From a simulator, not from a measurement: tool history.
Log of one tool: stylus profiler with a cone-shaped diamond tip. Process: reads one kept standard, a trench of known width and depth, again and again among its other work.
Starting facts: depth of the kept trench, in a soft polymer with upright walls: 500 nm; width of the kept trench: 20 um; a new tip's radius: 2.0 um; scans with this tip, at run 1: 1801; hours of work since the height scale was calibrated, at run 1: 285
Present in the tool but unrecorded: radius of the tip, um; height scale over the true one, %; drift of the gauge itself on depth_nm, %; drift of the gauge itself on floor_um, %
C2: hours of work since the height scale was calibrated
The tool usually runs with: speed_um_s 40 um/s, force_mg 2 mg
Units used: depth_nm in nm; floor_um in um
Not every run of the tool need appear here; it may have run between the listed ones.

{"run": 1, "day": 0.0, "speed_um_s": 40, "force_mg": 2, "scans with this tip": 1801, "C2": 285, "depth_nm": 505.33, "floor_um": 16.95}
{"run": 2, "day": 0.533, "speed_um_s": 40, "force_mg": 1.5, "scans with this tip": 1841, "C2": 292, "depth_nm": 504.81, "floor_um": 16.85}
{"run": 3, "day": 1.304, "speed_um_s": 40, "force_mg": 1.5, "scans with this tip": 1898, "C2": 301, "depth_nm": 504.67, "floor_um": 16.84}
{"run": 4, "day": 1.812, "speed_um_s": 40, "force_mg": 1.5, "scans with this tip": 1936, "C2": 307, "depth_nm": 504.65, "floor_um": 16.89}
{"run": 5, "day": 2.588, "speed_um_s": 40, "force_mg": 1.5, "scans with this tip": 1994, "C2": 316, "depth_nm": 504.64, "floor_um": 16.9}
{"run": 6, "day": 3.3, "speed_um_s": 40, "force_mg": 1.5, "scans with this tip": 2048, "C2": 325, "depth_nm": 505, "floor_um": 16.91}
{"run": 7, "day": 3.746, "speed_um_s": 40, "force_mg": 1.5, "scans with this tip": 2081, "C2": 330, "depth_nm": 504.57, "floor_um": 16.85}
{"run": 8, "day": 4.529, "speed_um_s": 40, "force_mg": 1.5, "scans with this tip": 2139, "C2": 339, "depth_nm": 504.79, "floor_um": 16.8}
{"run": 9, "day": 4.988, "speed_um_s": 40, "force_mg": 1.5, "scans with this tip": 2174, "C2": 345, "depth_nm": 504.84, "floor_um": 16.81}
{"run": 10, "day": 5.338, "speed_um_s": 40, "force_mg": 1.5, "scans with this tip": 2200, "C2": 349, "depth_nm": 504.49, "floor_um": 16.8}
{"run": 11, "day": 6.05, "speed_um_s": 14, "force_mg": 2, "scans with this tip": 2253, "C2": 357, "depth_nm": 505.77, "floor_um": 16.91}
{"run": 12, "day": 6.421, "speed_um_s": 14, "force_mg": 2, "scans with this tip": 2281, "C2": 362, "depth_nm": 505.7, "floor_um": 16.92}
{"run": 13, "day": 6.942, "speed_um_s": 14, "force_mg": 2, "scans with this tip": 2320, "C2": 368, "depth_nm": 505.59, "floor_um": 16.9}
{"run": 14, "day": 7.467, "speed_um_s": 40, "force_mg": 2, "scans with this tip": 2359, "C2": 374, "depth_nm": 505.5, "floor_um": 16.82}
{"run": 15, "day": 8.233, "speed_um_s": 40, "force_mg": 5.07, "scans with this tip": 2416, "C2": 383, "depth_nm": 509.63, "floor_um": 16.92}
{"run": 16, "day": 8.588, "speed_um_s": 28, "force_mg": 2.53, "scans with this tip": 2443, "C2": 387, "depth_nm": 506.51, "floor_um": 16.89}
{"run": 17, "day": 9.158, "speed_um_s": 28, "force_mg": 2.53, "scans with this tip": 2485, "C2": 394, "depth_nm": 506.22, "floor_um": 16.8}
{"run": 18, "day": 9.746, "speed_um_s": 40, "force_mg": 1.94, "scans with this tip": 2529, "C2": 401, "depth_nm": 505.51, "floor_um": 16.87}
{"run": 19, "day": 10.504, "speed_um_s": 12, "force_mg": 1.4, "scans with this tip": 2586, "C2": 410, "depth_nm": 504.84, "floor_um": 16.89}
{"run": 20, "day": 10.838, "speed_um_s": 40, "force_mg": 2.6, "scans with this tip": 2611, "C2": 414, "depth_nm": 506.38, "floor_um": 16.79}
{"run": 21, "day": 11.292, "speed_um_s": 141, "force_mg": 2.05, "scans with this tip": 2645, "C2": 419, "depth_nm": 505.94, "floor_um": 16.4}
{"day": 11.379, "done": "height scale calibrated on a step standard"}
{"run": 22, "day": 11.783, "speed_um_s": 133, "force_mg": 3.71, "scans with this tip": 2680, "C2": 5, "depth_nm": 508.71, "floor_um": 16.56}
{"run": 23, "day": 12.446, "speed_um_s": 149, "force_mg": 0.79, "scans with this tip": 2730, "C2": 13, "depth_nm": 504, "floor_um": 16.12}
{"run": 24, "day": 13.079, "speed_um_s": 149, "force_mg": 0.79, "scans with this tip": 2777, "C2": 20, "depth_nm": 504.3, "floor_um": 16.12}
{"run": 25, "day": 13.512, "speed_um_s": 82, "force_mg": 3.01, "scans with this tip": 2809, "C2": 25, "depth_nm": 507.61, "floor_um": 16.69}
{"run": 26, "day": 14.279, "speed_um_s": 13, "force_mg": 2, "scans with this tip": 2867, "C2": 34, "depth_nm": 506.21, "floor_um": 16.85}
{"run": 27, "day": 14.821, "speed_um_s": 13, "force_mg": 2, "scans with this tip": 2907, "C2": 41, "depth_nm": 506.14, "floor_um": 16.8}
{"run": 28, "day": 15.412, "speed_um_s": 13, "force_mg": 2, "scans with this tip": 2951, "C2": 48, "depth_nm": 506.22, "floor_um": 16.87}
{"day": 15.925, "done": "height scale calibrated on a step standard, once more"}
{"run": 29, "day": 16.121, "speed_um_s": 13, "force_mg": 0.93, "scans with this tip": 3003, "C2": 2, "depth_nm": 502.79, "floor_um": 16.72}
{"run": 30, "day": 16.804, "speed_um_s": 31, "force_mg": 3.43, "scans with this tip": 3054, "C2": 10, "depth_nm": 506.86, "floor_um": 16.79}

What if the next run were any one of these 5? Each begins from the tool's condition after run 30:
{"run": "A", "day": 17.346, "speed_um_s": 31, "force_mg": 3.19, "scans with this tip": 3094, "C2": 17, "depth_nm": "?", "floor_um": "?"}
{"run": "B", "day": 17.346, "speed_um_s": 30, "force_mg": 3.43, "scans with this tip": 3094, "C2": 17, "depth_nm": "?", "floor_um": "?"}
{"run": "C", "day": 17.346, "speed_um_s": 11, "force_mg": 1.15, "scans with this tip": 3094, "C2": 17, "depth_nm": "?", "floor_um": "?"}
{"run": "D", "day": 17.346, "speed_um_s": 23, "force_mg": 5.81, "scans with this tip": 3094, "C2": 17, "depth_nm": "?", "floor_um": "?"}
{"run": "E", "day": 17.346, "speed_um_s": 60, "force_mg": 1.03, "scans with this tip": 3094, "C2": 17, "depth_nm": "?", "floor_um": "?"}

run=A depth_nm=506.52 floor_um=16.77
run=B depth_nm=506.83 floor_um=16.72
run=C depth_nm=503.44 floor_um=16.81
run=D depth_nm=509.53 floor_um=16.8
run=E depth_nm=503.08 floor_um=16.59
What these runs would have given with no unlogged condition in the tool:
run=A depth_nm=506.35 floor_um=17.28
run=B depth_nm=506.66 floor_um=17.23
run=C depth_nm=503.27 floor_um=17.33
run=D depth_nm=509.36 floor_um=17.31
run=E depth_nm=502.91 floor_um=17.11

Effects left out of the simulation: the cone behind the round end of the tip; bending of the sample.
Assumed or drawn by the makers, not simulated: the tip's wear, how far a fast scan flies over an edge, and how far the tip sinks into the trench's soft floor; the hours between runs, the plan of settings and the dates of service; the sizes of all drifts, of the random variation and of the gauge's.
